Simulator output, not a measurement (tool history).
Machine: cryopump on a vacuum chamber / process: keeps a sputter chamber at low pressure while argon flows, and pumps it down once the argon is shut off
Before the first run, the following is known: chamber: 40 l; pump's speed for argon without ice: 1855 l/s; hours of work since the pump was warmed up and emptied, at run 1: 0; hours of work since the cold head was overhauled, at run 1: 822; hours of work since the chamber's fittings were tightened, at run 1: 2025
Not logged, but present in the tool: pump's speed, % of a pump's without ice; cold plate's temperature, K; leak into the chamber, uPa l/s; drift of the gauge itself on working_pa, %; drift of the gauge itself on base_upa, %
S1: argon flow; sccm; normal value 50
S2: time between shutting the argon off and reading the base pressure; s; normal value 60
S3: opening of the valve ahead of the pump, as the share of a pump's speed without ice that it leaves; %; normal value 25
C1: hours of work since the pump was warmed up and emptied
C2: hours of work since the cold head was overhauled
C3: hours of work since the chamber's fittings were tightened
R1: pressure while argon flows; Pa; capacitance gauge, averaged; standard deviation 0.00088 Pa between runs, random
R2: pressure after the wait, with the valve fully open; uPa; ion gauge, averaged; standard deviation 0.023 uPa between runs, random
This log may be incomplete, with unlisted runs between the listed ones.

{"run": 1, "hour": 0.0, "S1": 50, "S2": 60, "S3": 25, "C1": 0, "C2": 822, "C3": 2025, "R1": 0.1832, "R2": 1.11}
{"run": 2, "hour": 69.5, "S1": 50, "S2": 60, "S3": 25, "C1": 56, "C2": 879, "C3": 2081, "R1": 0.1834, "R2": 1.13}
{"run": 3, "hour": 150.8, "S1": 31, "S2": 60, "S3": 25, "C1": 122, "C2": 944, "C3": 2147, "R1": 0.1145, "R2": 1.2}
{"run": 4, "hour": 200.4, "S1": 50, "S2": 60, "S3": 25, "C1": 162, "C2": 985, "C3": 2187, "R1": 0.1861, "R2": 1.2}
{"run": 5, "hour": 239.4, "S1": 50, "S2": 60, "S3": 25, "C1": 194, "C2": 1016, "C3": 2219, "R1": 0.1881, "R2": 1.23}
{"run": 6, "hour": 306.4, "S1": 50, "S2": 60, "S3": 25, "C1": 248, "C2": 1070, "C3": 2273, "R1": 0.1884, "R2": 1.23}
{"run": 7, "hour": 376.1, "S1": 50, "S2": 60, "S3": 25, "C1": 305, "C2": 1127, "C3": 2330, "R1": 0.191, "R2": 1.31}
{"hour": 441.7, "done": "pump warmed up, emptied and cooled again"}
{"run": 8, "hour": 451.4, "S1": 50, "S2": 60, "S3": 25, "C1": 8, "C2": 1184, "C3": 2387, "R1": 0.183, "R2": 1.18}
{"run": 9, "hour": 496.2, "S1": 50, "S2": 60, "S3": 25, "C1": 44, "C2": 1220, "C3": 2423, "R1": 0.1816, "R2": 1.22}
{"run": 10, "hour": 538.3, "S1": 50, "S2": 60, "S3": 25, "C1": 78, "C2": 1254, "C3": 2457, "R1": 0.1847, "R2": 1.23}
{"run": 11, "hour": 597.4, "S1": 50, "S2": 60, "S3": 25, "C1": 126, "C2": 1302, "C3": 2505, "R1": 0.1863, "R2": 1.25}
{"run": 12, "hour": 649.2, "S1": 50, "S2": 60, "S3": 25, "C1": 168, "C2": 1344, "C3": 2547, "R1": 0.1868, "R2": 1.24}
{"run": 13, "hour": 687.5, "S1": 50, "S2": 60, "S3": 25, "C1": 199, "C2": 1375, "C3": 2578, "R1": 0.1868, "R2": 1.29}
{"run": 14, "hour": 727.3, "S1": 50, "S2": 60, "S3": 25, "C1": 231, "C2": 1407, "C3": 2610, "R1": 0.1891, "R2": 1.32}
{"run": 15, "hour": 800.8, "S1": 50, "S2": 60, "S3": 25, "C1": 291, "C2": 1467, "C3": 2669, "R1": 0.1894, "R2": 1.27}
{"hour": 883.2, "done": "pump warmed up, emptied and cooled again"}
{"run": 16, "hour": 885.0, "S1": 50, "S2": 60, "S3": 26, "C1": 1, "C2": 1531, "C3": 2734, "R1": 0.1764, "R2": 1.25}
{"hour": 901.1, "done": "leaking fittings of the chamber tightened, without venting"}
{"run": 17, "hour": 964.5, "S1": 74, "S2": 143, "S3": 20, "C1": 64, "C2": 1594, "C3": 51, "R1": 0.3411, "R2": 0.49}
{"run": 18, "hour": 1024.4, "S1": 58, "S2": 80, "S3": 18, "C1": 113, "C2": 1642, "C3": 100, "R1": 0.2964, "R2": 0.67}
{"run": 19, "hour": 1109.0, "S1": 50, "S2": 55, "S3": 25, "C1": 181, "C2": 1710, "C3": 168, "R1": 0.1859, "R2": 0.92}
{"run": 20, "hour": 1144.6, "S1": 61, "S2": 238, "S3": 57, "C1": 210, "C2": 1739, "C3": 197, "R1": 0.1056, "R2": 0.4}
{"run": 21, "hour": 1185.5, "S1": 61, "S2": 71, "S3": 41, "C1": 243, "C2": 1772, "C3": 230, "R1": 0.1417, "R2": 0.78}
{"run": 22, "hour": 1249.8, "S1": 34, "S2": 60, "S3": 25, "C1": 295, "C2": 1825, "C3": 282, "R1": 0.1293, "R2": 0.83}
{"hour": 1329.1, "done": "pump warmed up, emptied and cooled again"}
{"run": 23, "hour": 1331.2, "S1": 34, "S2": 60, "S3": 25, "C1": 2, "C2": 1886, "C3": 344, "R1": 0.1239, "R2": 0.84}
{"run": 24, "hour": 1384.0, "S1": 49, "S2": 97, "S3": 57, "C1": 44, "C2": 1929, "C3": 387, "R1": 0.0793, "R2": 0.64}
{"run": 25, "hour": 1448.1, "S1": 49, "S2": 97, "S3": 57, "C1": 96, "C2": 1981, "C3": 439, "R1": 0.0816, "R2": 0.64}
{"run": 26, "hour": 1525.7, "S1": 49, "S2": 97, "S3": 57, "C1": 159, "C2": 2044, "C3": 502, "R1": 0.0821, "R2": 0.71}
{"run": 27, "hour": 1566.6, "S1": 49, "S2": 97, "S3": 57, "C1": 192, "C2": 2077, "C3": 535, "R1": 0.0829, "R2": 0.69}
{"run": 28, "hour": 1642.8, "S1": 26, "S2": 60, "S3": 25, "C1": 254, "C2": 2139, "C3": 596, "R1": 0.0978, "R2": 0.97}
{"run": 29, "hour": 1691.4, "S1": 33, "S2": 29, "S3": 17, "C1": 293, "C2": 2178, "C3": 636, "R1": 0.181, "R2": 1.65}
{"run": 30, "hour": 1755.0, "S1": 50, "S2": 25, "S3": 38, "C1": 345, "C2": 2229, "C3": 687, "R1": 0.1293, "R2": 1.83}
{"hour": 1775.1, "done": "pump warmed up, emptied and cooled again"}
{"run": 31, "hour": 1845.2, "S1": 73, "S2": 109, "S3": 38, "C1": 57, "C2": 2298, "C3": 756, "R1": 0.1776, "R2": 0.65}
{"run": 32, "hour": 1914.4, "S1": 32, "S2": 119, "S3": 56, "C1": 113, "C2": 2355, "C3": 812, "R1": 0.0534, "R2": 0.64}

The same runs without the tool's hidden state, with the same run-to-run variation:
run=1 R1=0.1824 R2=0.77
run=2 R1=0.1814 R2=0.77
run=3 R1=0.1124 R2=0.79
run=4 R1=0.1818 R2=0.78
run=5 R1=0.1831 R2=0.8
run=6 R1=0.1821 R2=0.77
run=7 R1=0.1832 R2=0.81
run=8 R1=0.182 R2=0.77
run=9 R1=0.1799 R2=0.79
run=10 R1=0.1823 R2=0.78
run=11 R1=0.183 R2=0.79
run=12 R1=0.1825 R2=0.76
run=13 R1=0.1818 R2=0.79
run=14 R1=0.1834 R2=0.8
run=15 R1=0.1823 R2=0.73
run=16 R1=0.1755 R2=0.77
run=17 R1=0.3379 R2=0.43
run=18 R1=0.2927 R2=0.6
run=19 R1=0.1813 R2=0.83
run=20 R1=0.099 R2=0.3
run=21 R1=0.1343 R2=0.68
run=22 R1=0.1244 R2=0.71
run=23 R1=0.1232 R2=0.74
run=24 R1=0.0775 R2=0.53
run=25 R1=0.0786 R2=0.51
run=26 R1=0.0777 R2=0.56
run=27 R1=0.0779 R2=0.53
run=28 R1=0.0943 R2=0.78
run=29 R1=0.176 R2=1.45
run=30 R1=0.1204 R2=1.62
run=31 R1=0.1741 R2=0.47
run=32 R1=0.0511 R2=0.44

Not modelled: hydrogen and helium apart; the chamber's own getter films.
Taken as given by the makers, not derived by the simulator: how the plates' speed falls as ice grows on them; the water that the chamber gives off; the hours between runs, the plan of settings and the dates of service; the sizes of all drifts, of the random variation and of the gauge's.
